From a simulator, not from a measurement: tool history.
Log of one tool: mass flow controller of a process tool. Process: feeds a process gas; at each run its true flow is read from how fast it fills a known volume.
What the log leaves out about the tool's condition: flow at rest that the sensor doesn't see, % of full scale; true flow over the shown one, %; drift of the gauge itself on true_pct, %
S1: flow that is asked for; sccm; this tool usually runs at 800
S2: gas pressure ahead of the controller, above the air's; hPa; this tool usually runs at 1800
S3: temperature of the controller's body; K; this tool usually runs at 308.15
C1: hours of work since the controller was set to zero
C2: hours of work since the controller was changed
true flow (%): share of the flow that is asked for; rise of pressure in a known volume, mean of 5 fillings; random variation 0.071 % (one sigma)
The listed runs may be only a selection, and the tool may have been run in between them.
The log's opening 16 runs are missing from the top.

{"run": 17, "hour": 4279.8, "S1": 800, "S2": 1800, "S3": 308.15, "C1": 6997, "C2": 6997, "true flow (%)": 101.8}
{"run": 18, "hour": 4615.5, "S1": 160, "S2": 1800, "S3": 308.15, "C1": 7142, "C2": 7142, "true flow (%)": 99.88}
{"run": 19, "hour": 4851.6, "S1": 160, "S2": 1800, "S3": 308.15, "C1": 7244, "C2": 7244, "true flow (%)": 99.89}
{"run": 20, "hour": 5020.5, "S1": 160, "S2": 1800, "S3": 308.15, "C1": 7317, "C2": 7317, "true flow (%)": 100.13}
{"run": 21, "hour": 5369.8, "S1": 800, "S2": 1800, "S3": 308.15, "C1": 7468, "C2": 7468, "true flow (%)": 102.2}
{"run": 22, "hour": 5567.0, "S1": 800, "S2": 1800, "S3": 308.15, "C1": 7553, "C2": 7553, "true flow (%)": 102.32}
{"run": 23, "hour": 5785.9, "S1": 800, "S2": 1800, "S3": 308.15, "C1": 7648, "C2": 7648, "true flow (%)": 102.36}
{"hour": 5990.3, "done": "controller's zero set anew"}
{"run": 24, "hour": 6102.7, "S1": 800, "S2": 1800, "S3": 308.15, "C1": 49, "C2": 7784, "true flow (%)": 102.36}
{"hour": 6181.8, "done": "gauge calibrated"}
{"run": 25, "hour": 6333.9, "S1": 396, "S2": 2770, "S3": 308.15, "C1": 149, "C2": 7884, "true flow (%)": 99.76}
{"run": 26, "hour": 6568.1, "S1": 396, "S2": 2770, "S3": 308.15, "C1": 250, "C2": 7985, "true flow (%)": 99.85}
{"run": 27, "hour": 6730.4, "S1": 157, "S2": 1800, "S3": 310.15, "C1": 320, "C2": 8056, "true flow (%)": 98.67}
{"run": 28, "hour": 6931.3, "S1": 800, "S2": 1420, "S3": 306.15, "C1": 407, "C2": 8142, "true flow (%)": 100.14}
{"run": 29, "hour": 7277.1, "S1": 800, "S2": 1420, "S3": 306.15, "C1": 556, "C2": 8292, "true flow (%)": 100.33}
{"run": 30, "hour": 7554.8, "S1": 182, "S2": 2360, "S3": 312.15, "C1": 676, "C2": 8412, "true flow (%)": 99.7}
{"run": 31, "hour": 7874.3, "S1": 182, "S2": 2490, "S3": 312.15, "C1": 814, "C2": 8550, "true flow (%)": 99.73}
{"run": 32, "hour": 8217.7, "S1": 182, "S2": 2490, "S3": 312.15, "C1": 963, "C2": 8698, "true flow (%)": 99.94}
{"run": 33, "hour": 8449.0, "S1": 129, "S2": 1400, "S3": 294.15, "C1": 1063, "C2": 8798, "true flow (%)": 96.98}
{"run": 34, "hour": 8845.1, "S1": 129, "S2": 1400, "S3": 294.15, "C1": 1234, "C2": 8970, "true flow (%)": 97.2}
{"run": 35, "hour": 9172.8, "S1": 520, "S2": 1890, "S3": 295.15, "C1": 1375, "C2": 9111, "true flow (%)": 99.06}
{"run": 36, "hour": 9470.1, "S1": 520, "S2": 1890, "S3": 295.15, "C1": 1504, "C2": 9240, "true flow (%)": 99.1}
{"run": 37, "hour": 9805.5, "S1": 497, "S2": 2090, "S3": 301.15, "C1": 1649, "C2": 9385, "true flow (%)": 100.03}
{"run": 38, "hour": 10124.0, "S1": 252, "S2": 2040, "S3": 307.15, "C1": 1787, "C2": 9522, "true flow (%)": 99.68}
{"run": 39, "hour": 10287.5, "S1": 252, "S2": 2040, "S3": 307.15, "C1": 1857, "C2": 9593, "true flow (%)": 100.13}
{"run": 40, "hour": 10524.7, "S1": 252, "S2": 2040, "S3": 307.15, "C1": 1960, "C2": 9695, "true flow (%)": 100.16}
{"run": 41, "hour": 10792.4, "S1": 252, "S2": 2040, "S3": 307.15, "C1": 2076, "C2": 9811, "true flow (%)": 100.0}

What does the tool deliver on the next run?
{"hour": 10991.7, "done": "gauge calibrated"}
{"run": 42, "hour": 11009.4, "S1": 252, "S2": 2040, "S3": 307.15, "C1": 2169, "C2": 9905, "true flow (%)": "?"}

{"run 42": {"true flow (%)": 98.55}}
Were there no unlogged condition in the tool, this run, its random variation unchanged, would have produced true flow (%) 98.53.
